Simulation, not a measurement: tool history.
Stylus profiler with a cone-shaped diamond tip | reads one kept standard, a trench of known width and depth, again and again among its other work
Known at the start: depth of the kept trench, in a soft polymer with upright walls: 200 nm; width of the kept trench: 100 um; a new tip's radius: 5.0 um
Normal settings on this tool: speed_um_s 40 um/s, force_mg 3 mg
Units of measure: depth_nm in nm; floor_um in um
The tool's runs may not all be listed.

run   hour  speed_um_s  force_mg  depth_nm  floor_um
  1      0          40         3    203.91     96.88
  2   13.5          40         3    203.91     96.89
  3   35.4          40         3    203.93     96.86
  4   61.2          40         3    203.89     96.88
  5   82.6          40         3    203.94     96.85
      85.8  -- height scale calibrated on a step standard
  6  106.8          86      4.15    204.86     96.71

Run 7 has not been measured yet. What should we expect?
  7   120          36         3         ?         ?

depth_nm: 203.93 nm
floor_um: 96.83 um
The same run, on a tool lacking any hidden state, would have yielded depth_nm 203.89 nm, floor_um 97.01 um.

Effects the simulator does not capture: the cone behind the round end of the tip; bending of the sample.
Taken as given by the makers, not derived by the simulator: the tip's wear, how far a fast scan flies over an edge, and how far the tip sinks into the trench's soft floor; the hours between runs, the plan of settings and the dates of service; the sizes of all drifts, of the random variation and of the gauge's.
